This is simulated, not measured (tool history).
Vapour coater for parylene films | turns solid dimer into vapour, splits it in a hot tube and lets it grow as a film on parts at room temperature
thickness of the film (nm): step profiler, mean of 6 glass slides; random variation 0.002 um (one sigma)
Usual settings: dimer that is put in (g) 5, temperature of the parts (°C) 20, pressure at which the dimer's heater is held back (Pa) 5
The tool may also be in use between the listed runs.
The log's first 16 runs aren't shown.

run,hour,dimer that is put in (g),temperature of the parts (°C),pressure at which the dimer's heater is held back (Pa),hours of work since the trap's valve was overhauled,hours of work since the table's thermometer was calibrated,thickness of the film (nm)
17,414.3,5,20,5,495,478,996
18,448.3,5,20,5,509,491,997
19,466,5,20,5,516,499,995
20,483.2,5,20,5,523,505,996
21,498.8,6,20,5,529,512,1192
22,528.1,6,20,5,541,524,1197
23,544.2,6,20,5,547,530,1193
24,580.8,5,20,5,562,545,994
25,618.5,8,20,5,577,560,1587
26,642.5,7,20,11.68,587,570,1273

The next listed run, before its measurement:
27,676.1,5,13,3.99,601,583,?

Run 27 gave thickness of the film (nm) 1174.
Without the tool's hidden state the same run would have given thickness of the film (nm) 1199.
